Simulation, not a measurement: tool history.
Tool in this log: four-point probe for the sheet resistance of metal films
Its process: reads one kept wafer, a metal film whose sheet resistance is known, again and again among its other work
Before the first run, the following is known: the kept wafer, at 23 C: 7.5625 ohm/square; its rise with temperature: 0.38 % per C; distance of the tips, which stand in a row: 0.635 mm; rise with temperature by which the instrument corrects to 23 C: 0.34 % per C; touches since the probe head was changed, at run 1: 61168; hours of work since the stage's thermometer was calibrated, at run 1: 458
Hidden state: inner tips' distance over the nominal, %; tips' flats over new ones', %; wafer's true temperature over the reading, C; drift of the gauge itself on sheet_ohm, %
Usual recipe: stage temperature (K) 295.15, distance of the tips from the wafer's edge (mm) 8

run,hour,stage temperature (K),distance of the tips from the wafer's edge (mm),touches since the probe head was changed,hours of work since the stage's thermometer was calibrated,sheet resistance as the instrument gives it (ohm/square)
1,0.0,295.15,8,61168,458,7.597485
2,11.4,295.15,33,61523,467,7.570331
3,23.2,295.15,33,61893,476,7.572627
4,33.3,295.15,31,62207,484,7.572269
5,45.8,295.15,31,62599,494,7.573680
6,64.7,295.15,31,63189,509,7.573126
7,76.7,295.15,31,63564,519,7.568998
8,88.9,295.15,31,63945,528,7.572545
9,104.8,307.15,8,64442,541,7.628766
10,119.2,307.15,8,64891,552,7.627125
11,137.6,307.15,8,65467,567,7.627018
12,158.0,307.15,8,66102,583,7.624846
13,180.1,298.15,8,66792,600,7.606333
14,193.7,295.15,8,67218,611,7.594349
15,207.1,295.15,8,67635,622,7.594788
16,226.8,295.15,8,68250,637,7.592331
17,240.6,295.15,8,68682,648,7.592899
# hour 243.2: stage's thermometer calibrated
# hour 254.6: new probe head fitted
18,261.5,295.15,8,216,14,7.593319
19,271.2,295.15,8,520,21,7.586164
20,291.9,295.15,8,1166,38,7.589115
21,304.7,295.15,8,1566,48,7.589913
22,325.6,295.15,8,2219,64,7.587297
23,348.0,295.15,8,2917,82,7.590302
# hour 355.5: stage's thermometer calibrated, once more
24,362.9,294.15,4,3367,6,7.652870
25,375.3,303.15,22,3754,16,7.579678
26,390.3,303.15,22,4222,27,7.577716
27,400.1,303.15,22,4527,35,7.582632
28,419.4,303.15,22,5132,50,7.582797
29,433.6,297.15,9,5574,62,7.582482
30,443.9,305.15,19,5898,70,7.584692
31,460.3,305.15,19,6409,83,7.584905
32,475.4,292.15,7,6880,95,7.583296
33,496.1,295.15,25,7527,111,7.556053
34,514.1,299.15,52,8087,125,7.564824

Run 35, settings as shown, results not yet in. Your forecast:
35,528.8,299.15,52,8549,137,?

For run 35 the tool returned sheet resistance as the instrument gives it (ohm/square) 7.565176.
With no hidden state in the tool, this same run would have given sheet resistance as the instrument gives it (ohm/square) 7.570734.
